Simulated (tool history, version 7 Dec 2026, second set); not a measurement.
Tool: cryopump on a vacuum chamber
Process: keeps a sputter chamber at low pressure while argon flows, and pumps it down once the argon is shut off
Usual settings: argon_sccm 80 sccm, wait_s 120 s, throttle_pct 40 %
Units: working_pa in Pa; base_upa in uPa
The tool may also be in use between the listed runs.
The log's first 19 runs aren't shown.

run   hour  argon_sccm  wait_s  throttle_pct  hours of work since the pump was warmed up and emptied  hours of work since the cold head was overhauled  hours of work since the chamber's fittings were tightened  working_pa  base_upa
 20  381.3          80     159            40                                                     102                                               660                                                        281      0.2302      1.09
 21  395.2          41     120            40                                                     111                                               668                                                        289      0.1195      1.28
 22  408.2          41     120            40                                                     119                                               676                                                        297      0.1198      1.25
 23  429.2          64     120            40                                                     131                                               689                                                        310      0.1852      1.24
 24  449.4          64     120            40                                                     144                                               701                                                        322       0.186      1.31
 25  463.1         113      62            49                                                     152                                               709                                                        330      0.2707       1.9
 26  481.7         113      62            49                                                     163                                               721                                                        342      0.2708      1.99
 27  502.7          35      62            59                                                     176                                               733                                                        354      0.0707      2.06
 28  523.6         135      50            29                                                     189                                               746                                                        367      0.5453      2.45
 29  545.2         113     185            29                                                     202                                               759                                                        380      0.4524      1.13
 30  557.1         109      86            26                                                     209                                               766                                                        387      0.4844      1.67
 31  579.3         109      86            26                                                     222                                               780                                                        401      0.4853      1.68
 32  595.3         109      86            26                                                     232                                               789                                                        410      0.4875      1.73
 33    615          43     177            20                                                     244                                               801                                                        422      0.2469      1.16
 34  641.4          35      91            40                                                     260                                               817                                                        438      0.1039      1.71

Forecast each of these 3 alternatives for the next run:
  A  655.8         156     205            15                                                     269                                               826                                                        447           ?         ?
  B  655.8          35      39            29                                                     269                                               826                                                        447           ?         ?
  C  655.8         107      91            30                                                     269                                               826                                                        447           ?         ?

run  working_pa  base_upa
  A       1.199      1.18
  B      0.1416      2.95
  C      0.4177      1.72
Without the tool's hidden state the same runs would have given:
run  working_pa  base_upa
  A      1.1766      0.67
  B      0.1366      2.45
  C      0.4024      1.21
